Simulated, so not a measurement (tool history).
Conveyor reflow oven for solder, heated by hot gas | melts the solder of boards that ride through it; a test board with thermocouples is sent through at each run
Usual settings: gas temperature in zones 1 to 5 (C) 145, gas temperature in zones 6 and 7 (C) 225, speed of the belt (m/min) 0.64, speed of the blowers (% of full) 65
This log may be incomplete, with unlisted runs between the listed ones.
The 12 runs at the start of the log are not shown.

run,day,gas temperature in zones 1 to 5 (C),gas temperature in zones 6 and 7 (C),speed of the belt (m/min),speed of the blowers (% of full),highest temperature of the board (C),time above the solder's melting point (s)
13,11.146,136,225,0.64,65,210.1,49.8
14,11.779,136,225,0.64,65,209.5,49.5
# day 12.071: flux residue cleaned out of gas plates and filters
15,13,145,225,0.71,65,208.2,45.8
16,14.171,145,225,0.71,65,208.6,45.9
17,14.879,135,225,0.747,65,204.6,36.1
18,15.817,145,239,0.696,65,221.2,56.7
19,16.858,147,232,0.64,88,221.6,63.6
20,18.175,131,225,0.64,64,208.7,46.7
21,19.5,135,228,0.731,54,204.7,36.6
22,20.325,135,238,0.568,54,222.1,66.5
23,20.967,135,238,0.568,54,222.2,66.5
24,21.65,139,220,0.64,70,207.1,48.1
25,22.746,139,220,0.64,70,207.6,48.3
26,23.708,145,227,0.695,65,211.4,49.1
27,24.333,145,227,0.695,65,210.8,49.1
28,24.954,131,225,0.64,65,208.6,47.4
29,26.238,145,225,0.64,63,210.8,54.1
30,27.15,145,230,0.584,90,221.8,69.6
31,28.308,151,227,0.64,65,214.2,59.3

Run 32, settings as shown, results not yet in. Your forecast:
32,29.033,151,227,0.64,65,?,?

Run 32 yielded highest temperature of the board (C) 214, time above the solder's melting point (s) 59.5.
The same run, on a tool lacking any hidden state, would have yielded highest temperature of the board (C) 214, time above the solder's melting point (s) 59.5.

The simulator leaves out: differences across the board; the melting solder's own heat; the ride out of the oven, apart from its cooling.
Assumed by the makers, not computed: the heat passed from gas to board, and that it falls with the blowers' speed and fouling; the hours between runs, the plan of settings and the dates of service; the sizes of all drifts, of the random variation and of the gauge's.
